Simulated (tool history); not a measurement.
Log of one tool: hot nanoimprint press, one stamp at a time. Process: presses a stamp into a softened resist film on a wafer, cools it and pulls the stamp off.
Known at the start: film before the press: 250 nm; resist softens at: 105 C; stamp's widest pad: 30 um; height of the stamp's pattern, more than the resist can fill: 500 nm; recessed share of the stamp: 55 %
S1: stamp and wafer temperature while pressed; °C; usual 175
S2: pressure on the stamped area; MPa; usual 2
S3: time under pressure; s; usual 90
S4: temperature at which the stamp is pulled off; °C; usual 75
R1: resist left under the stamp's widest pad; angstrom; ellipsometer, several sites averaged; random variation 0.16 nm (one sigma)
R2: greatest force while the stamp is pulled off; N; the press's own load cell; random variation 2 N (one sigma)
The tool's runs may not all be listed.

run	hour	S1	S2	S3	S4	R1	R2
1	0	175	2	90	75	1046	236
2	8.4	175	2	90	75	1048	238
3	18.2	171	2	90	75	1181	237
4	33.1	169	2	90	75	1257	241
5	41.2	175	2	90	75	1042	242
6	53.3	175	2	90	75	1051	241
7	60.1	175	2	90	80	1044	203
8	68.4	175	2	49	75	1316	242
9	80.5	175	1.6	49	63	1430	328
10	93.2	175	2	167	75	803	244
11	104.3	175	2.88	167	75	680	244
12	118.6	175	2.88	167	75	678	247
13	130.1	181	2.06	58	75	1032	245
# hour 146.6: stamp cleaned and given a new release coat
14	147.6	181	2.06	58	75	1033	216

Forecast run 15:
15	160.3	177	1.54	56	70	?	?

Run 15 gave R1 1312 angstrom, R2 250 N.
Without the tool's hidden state the same run would have given R1 1351 angstrom, R2 257 N.

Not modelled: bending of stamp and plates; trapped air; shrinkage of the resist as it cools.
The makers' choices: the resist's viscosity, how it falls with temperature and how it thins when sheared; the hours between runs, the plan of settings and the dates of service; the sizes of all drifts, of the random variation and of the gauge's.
